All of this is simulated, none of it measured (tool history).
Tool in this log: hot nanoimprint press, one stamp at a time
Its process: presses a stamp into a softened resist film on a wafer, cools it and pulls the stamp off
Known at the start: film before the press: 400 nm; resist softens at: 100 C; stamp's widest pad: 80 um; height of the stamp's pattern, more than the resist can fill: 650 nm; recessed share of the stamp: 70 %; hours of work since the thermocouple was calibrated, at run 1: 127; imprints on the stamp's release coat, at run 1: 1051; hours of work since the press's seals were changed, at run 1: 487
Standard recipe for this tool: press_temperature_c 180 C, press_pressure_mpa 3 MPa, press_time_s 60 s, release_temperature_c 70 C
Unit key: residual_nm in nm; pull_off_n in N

run   hour  press_temperature_c  press_pressure_mpa  press_time_s  release_temperature_c  hours of work since the thermocouple was calibrated  imprints on the stamp's release coat  hours of work since the press's seals were changed  residual_nm  pull_off_n
  1      0                  180                   3            60                     70                                                  127                                  1051                                                 487        180.7         167
  2    6.1                  180                   3            60                     70                                                  131                                  1064                                                 491        181.8         163
  3   15.9                  180                   3            60                     70                                                  138                                  1083                                                 498        180.3         164
  4   24.9                  180                   3            47                     70                                                  144                                  1102                                                 504        196.5         161
  5   35.1                  180                   3            60                     70                                                  151                                  1122                                                 510        181.2         163
  6   46.2                  180                   3            60                     70                                                  158                                  1145                                                 518        182.8         166
  7   55.7                  180                   3            60                     70                                                  164                                  1164                                                 524        180.7         163
  8   67.3                  180                   3            60                     70                                                  172                                  1187                                                 532        181.3         165
      84.1  -- press's hydraulic seals changed and the load cell set to zero
  9   90.6                  180                   3            60                     70                                                  182                                  1218                                                   4        180.3         163
 10  101.7                  180                   3            60                     74                                                  189                                  1241                                                  12        179.1         161
 11  116.3                  180                   3            60                     74                                                  199                                  1270                                                  21        182.1         158
 12    127                  180                2.29            60                     74                                                  206                                  1292                                                  28        209.6         159
 13  136.8                  180                   3            60                     70                                                  212                                  1312                                                  35          182         161
 14    143                  180                   3            60                     70                                                  216                                  1324                                                  39        181.4         164
 15  151.6                  180                   3            60                     70                                                  222                                  1342                                                  44        182.1         168
 16  166.8                  191                   3            60                     59                                                  232                                  1372                                                  54          112         173
 17  180.6                  184                2.31            40                     59                                                  241                                  1400                                                  63        200.8         170
 18    187                  184                3.85            45                     62                                                  245                                  1413                                                  68        145.6         162
 19  199.6                  178                3.85            45                     62                                                  254                                  1439                                                  76        190.8         171
 20  207.1                  180                2.74            60                     76                                                  258                                  1454                                                  81        191.8         165
 21  216.4                  180                1.94            41                     74                                                  265                                  1473                                                  87        250.6         159
 22  228.6                  180                   3            60                     58                                                  273                                  1497                                                  95          181         172
 23    237                  180                   3            60                     58                                                  278                                  1514                                                 101        182.7         166
 24  248.5                  180                   3            60                     58                                                  286                                  1538                                                 108          181         176
 25  256.3                  180                   3            60                     58                                                  291                                  1553                                                 113        182.1         168
 26  265.7                  180                   3            60                     58                                                  297                                  1572                                                 119        179.8         172
 27  277.5                  180                   3            60                     58                                                  305                                  1596                                                 127        182.1         167
 28  285.1                  180                4.64            55                     70                                                  310                                  1612                                                 132        147.3         167
 29  294.8                  180                3.07            65                     70                                                  316                                  1631                                                 139        175.3         163
 30  301.8                  170                3.07           109                     56                                                  321                                  1645                                                 143        229.9         171

What differs in the tool's unlogged condition from the final listed run ahead of each entry between runs to the first listed run following it?
Runs 8 to 9: press's hydraulic seals changed and the load cell set to zero (hour 84.1)
  pressure that arrives at the usual setting, %: 99.89 -> 99.99
